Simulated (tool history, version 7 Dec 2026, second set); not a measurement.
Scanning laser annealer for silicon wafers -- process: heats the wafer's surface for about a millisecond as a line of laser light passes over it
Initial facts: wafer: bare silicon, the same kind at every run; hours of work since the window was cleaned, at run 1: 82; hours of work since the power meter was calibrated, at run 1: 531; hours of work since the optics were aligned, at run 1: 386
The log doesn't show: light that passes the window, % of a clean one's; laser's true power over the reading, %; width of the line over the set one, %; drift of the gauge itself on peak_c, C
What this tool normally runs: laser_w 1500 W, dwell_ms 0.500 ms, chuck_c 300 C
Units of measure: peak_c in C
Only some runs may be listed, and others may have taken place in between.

| run | hour | laser_w | dwell_ms | chuck_c | hours of work since the window was cleaned | hours of work since the power meter was calibrated | hours of work since the optics were aligned | peak_c |
|---|---|---|---|---|---|---|---|---|
| 1 | 0.0 | 1500 | 0.500 | 300 | 82 | 531 | 386 | 1135 |
| 2 | 28.1 | 1390 | 0.500 | 300 | 100 | 550 | 405 | 1061 |
| 3 | 44.5 | 1390 | 0.500 | 300 | 111 | 561 | 416 | 1058 |
| 4 | 63.9 | 1500 | 0.500 | 300 | 124 | 574 | 429 | 1132 |
| 5 | 94.7 | 1500 | 0.500 | 300 | 145 | 595 | 450 | 1128 |
| 6 | 122.1 | 1500 | 0.500 | 300 | 164 | 613 | 468 | 1131 |
| 7 | 150.0 | 1500 | 0.500 | 300 | 182 | 632 | 487 | 1130 |
| 8 | 177.7 | 1500 | 0.500 | 300 | 201 | 651 | 506 | 1123 |
| 9 | 205.8 | 1500 | 0.500 | 300 | 220 | 670 | 525 | 1123 |
| 10 | 234.2 | 1500 | 0.500 | 300 | 239 | 689 | 544 | 1121 |
| 11 | 255.7 | 1500 | 0.500 | 264 | 253 | 703 | 558 | 1080 |
| 12 | 269.7 | 1633 | 0.500 | 264 | 263 | 713 | 568 | 1178 |
| 13 | 289.8 | 1633 | 0.500 | 264 | 276 | 726 | 581 | 1176 |
| 14 | 322.2 | 1633 | 0.500 | 264 | 298 | 748 | 603 | 1168 |
| 15 | 343.4 | 1633 | 0.500 | 264 | 312 | 762 | 617 | 1167 |
| 16 | 366.9 | 1633 | 0.500 | 264 | 328 | 778 | 633 | 1173 |
| 17 | 388.4 | 1467 | 0.500 | 264 | 342 | 792 | 647 | 1055 |
| 18 | 419.2 | 1500 | 0.500 | 300 | 363 | 813 | 668 | 1108 |
| 19 | 442.5 | 1500 | 0.500 | 300 | 379 | 829 | 684 | 1108 |
| 20 | 462.9 | 1500 | 0.500 | 300 | 392 | 842 | 697 | 1106 |
| 21 | 485.7 | 1500 | 0.500 | 300 | 408 | 858 | 713 | 1103 |
| 22 | 510.2 | 1500 | 0.500 | 300 | 424 | 874 | 729 | 1103 |
| 23 | 532.0 | 1627 | 0.577 | 327 | 439 | 889 | 744 | 1281 |
|  | 548.7 | window over the wafer cleaned |
| 24 | 556.9 | 1341 | 0.500 | 300 | 5 | 904 | 759 | 1026 |
| 25 | 583.0 | 1341 | 0.500 | 300 | 23 | 922 | 777 | 1028 |
| 26 | 602.8 | 1341 | 0.500 | 300 | 36 | 935 | 790 | 1023 |
| 27 | 623.9 | 1318 | 0.500 | 304 | 50 | 949 | 804 | 1014 |
| 28 | 648.7 | 1318 | 0.500 | 304 | 67 | 966 | 821 | 1010 |
| 29 | 665.3 | 1620 | 0.500 | 304 | 78 | 977 | 832 | 1221 |
| 30 | 684.0 | 1506 | 0.401 | 310 | 91 | 989 | 844 | 1060 |
| 31 | 706.2 | 1506 | 0.401 | 310 | 106 | 1004 | 859 | 1058 |
| 32 | 730.6 | 1500 | 0.488 | 300 | 122 | 1021 | 876 | 1118 |
| 33 | 762.3 | 1500 | 0.488 | 300 | 143 | 1042 | 897 | 1121 |
| 34 | 780.2 | 1309 | 0.488 | 330 | 155 | 1054 | 909 | 1017 |
| 35 | 801.3 | 1387 | 0.502 | 330 | 170 | 1068 | 923 | 1077 |
| 36 | 820.5 | 1616 | 0.500 | 300 | 182 | 1081 | 936 | 1205 |
| 37 | 844.9 | 1500 | 0.437 | 269 | 199 | 1097 | 952 | 1044 |
| 38 | 868.2 | 1339 | 0.495 | 269 | 215 | 1113 | 968 | 972 |
| 39 | 897.7 | 1500 | 0.420 | 309 | 234 | 1133 | 988 | 1060 |
| 40 | 926.6 | 1500 | 0.420 | 309 | 254 | 1152 | 1007 | 1057 |
| 41 | 950.0 | 1500 | 0.353 | 318 | 269 | 1168 | 1023 | 1003 |

Here are 3 independent what-if runs from the current tool condition. What would each one return?
| A | 964.7 | 1593 | 0.454 | 315 | 279 | 1178 | 1033 | ? |
| B | 964.7 | 1462 | 0.590 | 299 | 279 | 1178 | 1033 | ? |
| C | 964.7 | 1572 | 0.358 | 275 | 279 | 1178 | 1033 | ? |

| run | peak_c |
|---|---|
| A | 1151 |
| B | 1151 |
| C | 1008 |
Without the tool's hidden state the same runs would have given:
| run | peak_c |
|---|---|
| A | 1189 |
| B | 1190 |
| C | 1042 |

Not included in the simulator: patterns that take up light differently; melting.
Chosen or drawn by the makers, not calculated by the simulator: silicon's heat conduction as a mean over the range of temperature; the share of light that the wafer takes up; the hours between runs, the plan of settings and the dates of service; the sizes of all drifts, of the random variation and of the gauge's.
